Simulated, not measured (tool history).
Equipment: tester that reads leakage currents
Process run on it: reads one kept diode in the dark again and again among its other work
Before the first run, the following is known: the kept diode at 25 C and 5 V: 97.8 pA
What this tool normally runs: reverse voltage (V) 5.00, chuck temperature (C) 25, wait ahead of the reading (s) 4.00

run,hour,reverse voltage (V),chuck temperature (C),wait ahead of the reading (s),current that the tester gives (pA)
1,0.0,5.00,25,4.00,99.95
2,76.4,5.00,25,4.00,99.83
3,153.6,5.00,25,4.00,100.26
4,222.6,5.00,25,4.00,100.74
5,328.6,5.00,25,4.00,100.95
6,405.9,5.00,25,4.00,101.29
7,516.3,2.21,21,3.61,53.62
8,611.4,2.21,58,0.46,682.30
9,666.4,2.21,58,0.46,682.89
10,734.9,1.94,21,0.46,51.45

Branching from run 10: 3 alternative next runs. What would each branch give?
A,784.2,7.17,25,1.25,?
B,784.2,2.21,21,4.00,?
C,784.2,5.00,25,1.18,?

run,current that the tester gives (pA)
A,120.49
B,53.65
C,102.43
What these runs would have given with no unlogged condition in the tool:
run,current that the tester gives (pA)
A,113.00
B,52.41
C,98.31
